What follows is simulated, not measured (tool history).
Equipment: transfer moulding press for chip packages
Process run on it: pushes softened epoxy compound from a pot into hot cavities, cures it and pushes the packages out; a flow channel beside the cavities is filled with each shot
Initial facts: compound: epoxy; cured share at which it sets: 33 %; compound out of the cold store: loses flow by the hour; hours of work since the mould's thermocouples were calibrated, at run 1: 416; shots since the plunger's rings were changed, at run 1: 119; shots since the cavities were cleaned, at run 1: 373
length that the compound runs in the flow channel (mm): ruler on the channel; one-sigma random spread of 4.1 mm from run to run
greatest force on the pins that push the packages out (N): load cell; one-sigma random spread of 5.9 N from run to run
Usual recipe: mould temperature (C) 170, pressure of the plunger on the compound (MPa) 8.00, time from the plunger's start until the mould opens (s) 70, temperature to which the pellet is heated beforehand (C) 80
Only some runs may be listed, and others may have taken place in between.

run	day	mould temperature (C)	pressure of the plunger on the compound (MPa)	time from the plunger's start until the mould opens (s)	temperature to which the pellet is heated beforehand (C)	hours of work since the mould's thermocouples were calibrated	shots since the plunger's rings were changed	shots since the cavities were cleaned	incoming compound's hours out of the cold store	length that the compound runs in the flow channel (mm)	greatest force on the pins that push the packages out (N)
1	0.000	170	8.00	70	80	416	119	373	40.6	526	387
# day 1.496: cavities cleaned with cleaning compound and waxed
2	2.088	170	8.00	70	78	453	1099	287	26.1	533	363
# day 3.733: cavities cleaned with cleaning compound and waxed
3	3.888	170	8.00	70	78	486	1940	74	17.7	538	264
4	5.050	170	8.00	70	82	507	2503	637	17.5	535	439
# day 5.925: cavities cleaned with cleaning compound and waxed
# day 6.654: plunger's sealing rings changed
5	6.888	170	8.00	70	80	539	113	416	16.0	542	378
# day 8.271: cavities cleaned with cleaning compound and waxed
6	8.492	170	8.00	70	80	567	859	108	10.6	548	308
7	9.783	170	8.00	70	79	591	1484	733	31.8	519	435
# day 10.554: cavities cleaned with cleaning compound and waxed
8	11.879	170	8.00	70	79	629	2468	642	9.5	543	436
# day 12.804: cavities cleaned with cleaning compound and waxed
9	13.371	170	8.00	70	80	656	3161	275	35.5	509	334
# day 13.604: plunger's sealing rings changed
# day 15.092: cavities cleaned with cleaning compound and waxed
10	15.104	170	8.00	70	80	685	694	6	43.3	512	206
# day 17.350: cavities cleaned with cleaning compound and waxed
11	17.483	170	8.00	70	80	728	1816	65	31.6	518	264
12	19.312	170	8.00	70	80	763	2702	951	39.7	506	427
# day 19.596: cavities cleaned with cleaning compound and waxed
# day 20.517: plunger's sealing rings changed
13	21.183	170	8.00	70	80	794	322	718	16.4	553	425
# day 22.025: cavities cleaned with cleaning compound and waxed
14	22.312	170	8.14	70	71	814	839	138	11.4	549	312
# day 24.192: cavities cleaned with cleaning compound and waxed
15	24.321	170	7.32	70	88	851	1781	61	9.7	519	240
# day 24.567: mould's thermocouples calibrated
16	25.688	170	7.32	70	88	21	2402	682	9.7	519	449
# day 26.458: cavities cleaned with cleaning compound and waxed
17	27.029	169	7.27	70	88	45	3021	275	39.5	484	371
# day 27.517: plunger's sealing rings changed
# day 28.729: cavities cleaned with cleaning compound and waxed
18	28.762	170	8.00	92	77	74	574	17	23.7	541	174
# day 31.062: cavities cleaned with cleaning compound and waxed
19	31.062	167	7.68	70	87	116	1656	0	46.5	507	239
# day 33.254: cavities cleaned with cleaning compound and waxed
20	33.342	166	8.00	65	80	157	2730	43	47.7	508	359
# day 34.446: plunger's sealing rings changed
21	34.446	163	8.00	65	80	176	0	527	30.2	556	859
# day 35.525: cavities cleaned with cleaning compound and waxed
22	35.912	163	8.00	65	80	202	679	186	31.4	542	625
# day 37.725: cavities cleaned with cleaning compound and waxed
23	38.258	163	8.00	65	80	244	1785	259	46.8	526	732
24	39.242	170	6.90	70	80	263	2260	734	45.5	466	419
# day 39.929: cavities cleaned with cleaning compound and waxed
25	40.533	170	9.62	70	87	286	2855	291	33.1	562	364
# day 41.300: plunger's sealing rings changed
26	41.925	168	9.62	70	78	310	303	916	26.8	589	493

Here are 4 independent what-if runs from the current tool condition. What would each one return?
# day 42.304: cavities cleaned with cleaning compound and waxed
A	43.850	166	8.00	70	80	345	1205	750	27.1	?	?
# day 42.304: cavities cleaned with cleaning compound and waxed
B	43.850	168	6.70	70	88	345	1205	750	19.1	?	?
# day 42.304: cavities cleaned with cleaning compound and waxed
C	43.850	163	7.35	70	83	345	1205	750	19.4	?	?
# day 42.304: cavities cleaned with cleaning compound and waxed
D	43.850	170	9.62	70	78	345	1205	750	39.2	?	?

run	length that the compound runs in the flow channel (mm)	greatest force on the pins that push the packages out (N)
A	542	581
B	497	479
C	533	757
D	568	434
Stripped of hidden state, with their random variation kept, the same runs would have yielded:
run	length that the compound runs in the flow channel (mm)	greatest force on the pins that push the packages out (N)
A	553	291
B	507	230
C	544	381
D	579	213
